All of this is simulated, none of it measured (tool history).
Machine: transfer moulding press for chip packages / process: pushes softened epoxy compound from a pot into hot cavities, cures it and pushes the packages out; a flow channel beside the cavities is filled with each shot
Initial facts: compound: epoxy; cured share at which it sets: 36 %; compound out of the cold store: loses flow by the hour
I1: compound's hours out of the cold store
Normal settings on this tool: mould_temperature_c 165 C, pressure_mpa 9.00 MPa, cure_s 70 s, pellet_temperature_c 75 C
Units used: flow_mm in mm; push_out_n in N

{"run": 1, "hour": 0.0, "mould_temperature_c": 165, "pressure_mpa": 9.0, "cure_s": 70, "pellet_temperature_c": 75, "I1": 42.3, "flow_mm": 895, "push_out_n": 259}
{"run": 2, "hour": 33.4, "mould_temperature_c": 165, "pressure_mpa": 9.0, "cure_s": 70, "pellet_temperature_c": 75, "I1": 11.5, "flow_mm": 994, "push_out_n": 293}
{"hour": 52.6, "done": "cavities cleaned with cleaning compound and waxed"}
{"run": 3, "hour": 97.7, "mould_temperature_c": 165, "pressure_mpa": 9.0, "cure_s": 70, "pellet_temperature_c": 75, "I1": 23.0, "flow_mm": 957, "push_out_n": 282}
{"hour": 108.4, "done": "cavities cleaned with cleaning compound and waxed"}
{"run": 4, "hour": 145.6, "mould_temperature_c": 165, "pressure_mpa": 9.0, "cure_s": 70, "pellet_temperature_c": 75, "I1": 30.5, "flow_mm": 927, "push_out_n": 281}
{"hour": 160.8, "done": "cavities cleaned with cleaning compound and waxed"}
{"run": 5, "hour": 197.5, "mould_temperature_c": 165, "pressure_mpa": 9.0, "cure_s": 70, "pellet_temperature_c": 75, "I1": 14.0, "flow_mm": 981, "push_out_n": 281}
{"hour": 212.5, "done": "cavities cleaned with cleaning compound and waxed"}
{"hour": 245.5, "done": "plunger's sealing rings changed"}
{"run": 6, "hour": 248.6, "mould_temperature_c": 165, "pressure_mpa": 9.0, "cure_s": 70, "pellet_temperature_c": 75, "I1": 23.0, "flow_mm": 953, "push_out_n": 278}
{"hour": 269.2, "done": "cavities cleaned with cleaning compound and waxed"}
{"run": 7, "hour": 285.3, "mould_temperature_c": 165, "pressure_mpa": 9.0, "cure_s": 70, "pellet_temperature_c": 75, "I1": 42.5, "flow_mm": 889, "push_out_n": 264}
{"hour": 322.8, "done": "cavities cleaned with cleaning compound and waxed"}
{"run": 8, "hour": 335.7, "mould_temperature_c": 165, "pressure_mpa": 9.0, "cure_s": 70, "pellet_temperature_c": 75, "I1": 42.8, "flow_mm": 893, "push_out_n": 258}
{"hour": 376.6, "done": "cavities cleaned with cleaning compound and waxed"}
{"run": 9, "hour": 388.9, "mould_temperature_c": 165, "pressure_mpa": 9.0, "cure_s": 70, "pellet_temperature_c": 75, "I1": 15.1, "flow_mm": 978, "push_out_n": 285}
{"hour": 431.4, "done": "cavities cleaned with cleaning compound and waxed"}
{"run": 10, "hour": 441.1, "mould_temperature_c": 165, "pressure_mpa": 9.0, "cure_s": 70, "pellet_temperature_c": 75, "I1": 16.1, "flow_mm": 981, "push_out_n": 279}
{"hour": 486.7, "done": "cavities cleaned with cleaning compound and waxed"}
{"run": 11, "hour": 496.5, "mould_temperature_c": 165, "pressure_mpa": 9.0, "cure_s": 80, "pellet_temperature_c": 75, "I1": 43.0, "flow_mm": 891, "push_out_n": 219}
{"hour": 539.8, "done": "cavities cleaned with cleaning compound and waxed"}
{"run": 12, "hour": 539.8, "mould_temperature_c": 165, "pressure_mpa": 9.0, "cure_s": 70, "pellet_temperature_c": 75, "I1": 44.2, "flow_mm": 893, "push_out_n": 260}
{"hour": 562.3, "done": "plunger's sealing rings changed"}
{"run": 13, "hour": 577.2, "mould_temperature_c": 165, "pressure_mpa": 10.41, "cure_s": 70, "pellet_temperature_c": 75, "I1": 15.8, "flow_mm": 1053, "push_out_n": 274}
{"hour": 596.1, "done": "cavities cleaned with cleaning compound and waxed"}
{"run": 14, "hour": 642.7, "mould_temperature_c": 165, "pressure_mpa": 10.41, "cure_s": 70, "pellet_temperature_c": 75, "I1": 9.3, "flow_mm": 1075, "push_out_n": 287}
{"hour": 647.3, "done": "cavities cleaned with cleaning compound and waxed"}
{"run": 15, "hour": 677.6, "mould_temperature_c": 165, "pressure_mpa": 10.12, "cure_s": 79, "pellet_temperature_c": 75, "I1": 44.4, "flow_mm": 936, "push_out_n": 211}
{"hour": 701.4, "done": "cavities cleaned with cleaning compound and waxed"}
{"run": 16, "hour": 719.2, "mould_temperature_c": 169, "pressure_mpa": 8.91, "cure_s": 79, "pellet_temperature_c": 75, "I1": 13.3, "flow_mm": 966, "push_out_n": 191}
{"hour": 754.6, "done": "cavities cleaned with cleaning compound and waxed"}
{"run": 17, "hour": 784.6, "mould_temperature_c": 163, "pressure_mpa": 8.71, "cure_s": 71, "pellet_temperature_c": 74, "I1": 47.8, "flow_mm": 870, "push_out_n": 291}
{"hour": 809.0, "done": "cavities cleaned with cleaning compound and waxed"}
{"run": 18, "hour": 817.1, "mould_temperature_c": 163, "pressure_mpa": 8.71, "cure_s": 104, "pellet_temperature_c": 74, "I1": 17.0, "flow_mm": 964, "push_out_n": 193}
{"hour": 861.1, "done": "cavities cleaned with cleaning compound and waxed"}
{"run": 19, "hour": 872.7, "mould_temperature_c": 167, "pressure_mpa": 10.52, "cure_s": 82, "pellet_temperature_c": 67, "I1": 21.8, "flow_mm": 1031, "push_out_n": 204}
{"hour": 880.5, "done": "plunger's sealing rings changed"}
{"run": 20, "hour": 909.6, "mould_temperature_c": 166, "pressure_mpa": 7.4, "cure_s": 57, "pellet_temperature_c": 67, "I1": 36.8, "flow_mm": 819, "push_out_n": 476}
{"hour": 916.4, "done": "cavities cleaned with cleaning compound and waxed"}
{"run": 21, "hour": 945.0, "mould_temperature_c": 169, "pressure_mpa": 6.99, "cure_s": 72, "pellet_temperature_c": 77, "I1": 16.8, "flow_mm": 845, "push_out_n": 218}
{"hour": 970.3, "done": "cavities cleaned with cleaning compound and waxed"}
{"run": 22, "hour": 998.4, "mould_temperature_c": 169, "pressure_mpa": 6.99, "cure_s": 72, "pellet_temperature_c": 77, "I1": 13.9, "flow_mm": 852, "push_out_n": 203}
{"hour": 1025.6, "done": "cavities cleaned with cleaning compound and waxed"}
{"run": 23, "hour": 1049.8, "mould_temperature_c": 169, "pressure_mpa": 6.99, "cure_s": 72, "pellet_temperature_c": 77, "I1": 34.0, "flow_mm": 794, "push_out_n": 200}

Run 24, settings as shown, results not yet in. Your forecast:
{"hour": 1079.9, "done": "cavities cleaned with cleaning compound and waxed"}
{"run": 24, "hour": 1102.3, "mould_temperature_c": 165, "pressure_mpa": 9.0, "cure_s": 70, "pellet_temperature_c": 73, "I1": 14.7, "flow_mm": "?", "push_out_n": "?"}

{"run 24": {"flow_mm": 980, "push_out_n": 281}}
With no hidden state in the tool, this same run would have given flow_mm 980 mm, push_out_n 279 N.
